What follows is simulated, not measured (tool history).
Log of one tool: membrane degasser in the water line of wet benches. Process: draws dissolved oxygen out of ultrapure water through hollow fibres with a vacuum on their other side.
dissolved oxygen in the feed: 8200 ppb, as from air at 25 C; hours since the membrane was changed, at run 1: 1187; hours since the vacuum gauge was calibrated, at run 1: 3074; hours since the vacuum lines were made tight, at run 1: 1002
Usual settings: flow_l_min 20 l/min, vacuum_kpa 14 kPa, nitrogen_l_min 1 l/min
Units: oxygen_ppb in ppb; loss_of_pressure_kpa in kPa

run	hour	flow_l_min	vacuum_kpa	nitrogen_l_min	hours since the membrane was changed	hours since the vacuum gauge was calibrated	hours since the vacuum lines were made tight	oxygen_ppb	loss_of_pressure_kpa
1	0	20	14	1	1187	3074	1002	467	50.04
# hour 35.5: vacuum gauge calibrated
2	35.5	20	14	1	1222	0	1037	466.2	50.13
3	65.9	13	14	1	1252	30	1068	317.7	32.6
4	126.9	13	14	1	1313	91	1129	319	33.03
5	178.4	17	14	1	1365	143	1180	403.5	42.97
6	215.4	15	14	1	1402	180	1217	361.3	37.81
7	246.3	15	14	1	1432	211	1248	361.3	37.6
8	286	12	14	1	1472	250	1288	296.6	30.04
9	316.5	20	20.5	1	1503	281	1318	723.9	50.83
10	361.9	30	14	1	1548	326	1364	683.4	75.86
11	400.9	30	14	1	1587	365	1403	682	75.32
12	442.9	20	14	1	1629	407	1445	466.5	50.26
13	494.3	20	14	1	1680	459	1496	466.3	50.41
14	538.8	20	14	1	1725	503	1541	467.9	50.39
15	595.3	20	14	1	1781	560	1597	467.5	50.44
16	657.4	20	14	1	1843	622	1659	467	50.57
17	696.5	14	22.9	2.9	1883	661	1698	229.9	35.27
18	728	23	33.6	2.9	1914	692	1730	557.1	58.09

The next listed run, before its measurement:
19	775.5	17	8.5	1.02	1962	740	1777	?	?

oxygen_ppb: 201.9 ppb
loss_of_pressure_kpa: 42.71 kPa
Without the tool's hidden state the same run would have given oxygen_ppb 199.3 ppb, loss_of_pressure_kpa 42.37 kPa.
